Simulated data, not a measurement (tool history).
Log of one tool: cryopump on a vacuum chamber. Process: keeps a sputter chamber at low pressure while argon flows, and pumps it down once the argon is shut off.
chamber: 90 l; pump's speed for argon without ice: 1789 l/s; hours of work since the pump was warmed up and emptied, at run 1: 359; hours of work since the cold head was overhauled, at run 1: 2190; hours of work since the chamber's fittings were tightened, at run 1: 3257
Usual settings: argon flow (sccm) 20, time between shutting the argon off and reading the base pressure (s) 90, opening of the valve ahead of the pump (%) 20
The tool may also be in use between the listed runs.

run,hour,argon flow (sccm),time between shutting the argon off and reading the base pressure (s),opening of the valve ahead of the pump (%),hours of work since the pump was warmed up and emptied,hours of work since the cold head was overhauled,hours of work since the chamber's fittings were tightened,pressure while argon flows (Pa),pressure after the wait (uPa)
1,0,20,90,20,359,2190,3257,0.0977,2.41
2,92.5,20,90,15,425,2257,3323,0.1309,2.56
3,198.3,20,90,15,501,2333,3399,0.1309,2.59
# hour 316: pump warmed up, emptied and cooled again
4,317.7,20,90,15,1,2415,3481,0.1257,2.32
5,392,20,90,20,55,2468,3535,0.0953,2.34
6,489.4,20,90,20,125,2538,3605,0.0973,2.49
7,572.1,13,238,20,184,2598,3664,0.063,2.04
8,624.2,33,47,15,221,2635,3701,0.2132,3.45
9,720.8,8,90,33,291,2704,3771,0.0246,2.75
10,832.5,38,137,22,371,2785,3851,0.1726,2.52
# hour 925.9: leaking fittings of the chamber tightened, without venting
11,925.9,33,68,45,437,2850,0,0.0778,1.3
12,1011.6,33,28,45,498,2912,62,0.0805,3.1

4 ways to go on from here, each from the tool as it stands after run 12. What would each give?
# hour 1135.3: pump warmed up, emptied and cooled again
A,1135.3,33,71,45,0,2997,147,?,?
# hour 1135.3: pump warmed up, emptied and cooled again
B,1135.3,21,136,19,0,2997,147,?,?
# hour 1135.3: pump warmed up, emptied and cooled again
C,1135.3,39,29,50,0,2997,147,?,?
# hour 1135.3: pump warmed up, emptied and cooled again
D,1135.3,16,28,45,0,2997,147,?,?

run,pressure while argon flows (Pa),pressure after the wait (uPa)
A,0.0699,1.3
B,0.1063,0.82
C,0.0757,2.83
D,0.0343,3.03
Without the tool's hidden state the same runs would have given:
run,pressure while argon flows (Pa),pressure after the wait (uPa)
A,0.0684,1.23
B,0.1054,0.75
C,0.074,2.76
D,0.0336,2.96

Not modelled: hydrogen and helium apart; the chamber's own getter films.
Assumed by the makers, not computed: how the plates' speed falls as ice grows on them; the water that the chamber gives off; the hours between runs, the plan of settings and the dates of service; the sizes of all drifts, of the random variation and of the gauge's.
